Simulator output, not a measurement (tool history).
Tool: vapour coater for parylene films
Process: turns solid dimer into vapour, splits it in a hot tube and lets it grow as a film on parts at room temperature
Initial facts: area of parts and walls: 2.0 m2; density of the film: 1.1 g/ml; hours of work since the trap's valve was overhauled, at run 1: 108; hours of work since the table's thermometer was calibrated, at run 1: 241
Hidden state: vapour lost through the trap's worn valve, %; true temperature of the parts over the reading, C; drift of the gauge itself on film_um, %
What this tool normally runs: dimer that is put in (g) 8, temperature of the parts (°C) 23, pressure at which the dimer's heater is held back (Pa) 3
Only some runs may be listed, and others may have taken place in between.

run    hour  dimer that is put in (g)  temperature of the parts (°C)  pressure at which the dimer's heater is held back (Pa)  hours of work since the trap's valve was overhauled  hours of work since the table's thermometer was calibrated  thickness of the film (nm)
  1       0                         8                             23                                                       3                                                  108                                                         241                        2010
  2    33.7                         8                             23                                                       3                                                  134                                                         268                        2000
  3    90.7                         8                             23                                                       3                                                  179                                                         312                        1980
  4   128.4                         8                             23                                                       3                                                  209                                                         342                        1970
  5     165                         8                             23                                                       3                                                  238                                                         371                        1960
  6   212.9                         8                             23                                                       3                                                  275                                                         409                        1920
  7   254.2                        12                             23                                                       3                                                  308                                                         441                        2890
  8   320.1                        12                             23                                                       3                                                  360                                                         493                        2840
  9   378.1                        12                             23                                                       3                                                  405                                                         538                        2820
 10   429.5                         8                             23                                                    8.33                                                  446                                                         579                        1590
 11   497.6                         8                             23                                                    8.33                                                  499                                                         632                        1590
 12   539.4                        10                             23                                                       3                                                  532                                                         665                        2280
      610.3  -- trap's valve overhauled
 13   615.1                         3                             23                                                       3                                                    4                                                         722                         780
 14     668                         5                             17                                                    5.59                                                   45                                                         763                        1280
 15   731.8                         8                             16                                                       3                                                   96                                                         814                        2270
 16   789.1                        10                             33                                                       3                                                  141                                                         859                        2180
 17   823.6                         5                             24                                                       3                                                  168                                                         886                        1240
      830.6  -- table's thermometer calibrated
 18   873.7                         8                             23                                                    3.15                                                  206                                                          34                        1990
 19   926.8                         8                             23                                                    4.57                                                  248                                                          76                        1850
 20     996                         7                             17                                                    8.54                                                  302                                                         130                        1600
 21  1043.1                        11                             23                                                    3.18                                                  340                                                         167                        2640
 22  1088.3                        11                             23                                                    3.18                                                  375                                                         203                        2650
 23  1121.2                        11                             23                                                    3.18                                                  401                                                         229                        2640
 24  1170.4                         6                             23                                                    7.81                                                  440                                                         267                        1230
     1207.4  -- table's thermometer calibrated, once more
 25  1220.6                        10                             15                                                   11.93                                                  478                                                          10                        2100
 26  1271.9                        10                             34                                                    3.74                                                  519                                                          51                        1860

Below are 5 alternative next runs, each starting from the tool's condition after run 26. Predict each:
  A  1326.3                         8                             23                                                    3.62                                                  561                                                          93                           ?
  B  1326.3                         8                             21                                                    7.55                                                  561                                                          93                           ?
  C  1326.3                         5                             19                                                    8.69                                                  561                                                          93                           ?
  D  1326.3                         3                             18                                                    5.45                                                  561                                                          93                           ?
  E  1326.3                        13                             34                                                    3.74                                                  561                                                          93                           ?

run  thickness of the film (nm)
  A                        1770
  B                        1610
  C                        1020
  D                         660
  E                        2380
With the hidden condition removed and each run's random variation left untouched, the same runs would have given:
run  thickness of the film (nm)
  A                        2010
  B                        1840
  C                        1160
  D                         750
  E                        2710
